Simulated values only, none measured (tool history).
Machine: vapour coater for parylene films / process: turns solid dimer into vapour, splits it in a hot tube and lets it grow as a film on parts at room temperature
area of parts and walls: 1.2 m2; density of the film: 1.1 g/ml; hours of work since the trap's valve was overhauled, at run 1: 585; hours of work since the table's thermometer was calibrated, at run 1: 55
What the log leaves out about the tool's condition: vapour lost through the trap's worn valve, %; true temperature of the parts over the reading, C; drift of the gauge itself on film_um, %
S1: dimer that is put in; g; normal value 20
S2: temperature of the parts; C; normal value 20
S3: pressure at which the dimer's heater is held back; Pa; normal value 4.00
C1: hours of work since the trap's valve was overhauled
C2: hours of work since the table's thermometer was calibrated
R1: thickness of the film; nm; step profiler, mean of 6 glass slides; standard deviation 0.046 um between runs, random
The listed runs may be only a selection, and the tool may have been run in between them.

run	hour	S1	S2	S3	C1	C2	R1
1	0.0	20	20	4.00	585	55	10880
2	41.6	20	20	4.00	603	73	10940
3	78.5	20	20	4.00	619	90	10910
4	124.1	23	20	4.00	639	110	12550
5	153.7	23	20	4.00	652	123	12500
6	181.8	23	20	4.00	664	135	12460
7	213.3	23	20	4.00	678	149	12380
# hour 243.9: trap's valve overhauled
8	260.7	23	20	4.00	7	168	13240
9	306.2	30	20	4.00	27	188	17190
10	334.4	30	18	4.00	40	200	18150
11	360.4	20	20	4.00	51	212	11440
12	398.3	20	20	4.00	68	228	11420
13	433.8	20	20	4.00	83	244	11440
14	471.1	9	20	4.00	100	260	5140
15	513.6	9	20	4.00	118	279	5140
16	559.4	13	13	3.86	139	299	9020
17	589.6	24	21	11.40	152	312	10670
18	624.7	16	20	2.73	167	328	9810
19	659.0	8	12	4.00	182	343	5590
20	686.8	8	12	4.00	194	355	5640
21	714.6	8	12	4.00	207	367	5670
22	739.4	8	12	6.68	218	378	5010
23	774.8	11	20	9.13	233	394	5220
24	819.6	11	20	9.13	253	413	5220
25	844.5	8	15	4.39	264	424	5000
26	882.1	8	15	4.39	280	441	5060
27	907.5	8	15	4.39	291	452	5030
28	937.2	19	16	7.61	304	465	10350
29	975.2	19	25	10.89	321	482	7520

What if the next run were any one of these 5? Each begins from the tool's condition after run 29:
A	1012.6	8	27	7.38	338	498	?
B	1012.6	20	28	4.00	338	498	?
C	1012.6	19	21	2.31	338	498	?
D	1012.6	17	13	10.89	338	498	?
E	1012.6	20	20	4.00	338	498	?

run	R1
A	3240
B	9010
C	11550
D	9310
E	11150
Without the tool's unlogged condition, the same runs would have read:
run	R1
A	3380
B	9390
C	12030
D	9700
E	11620
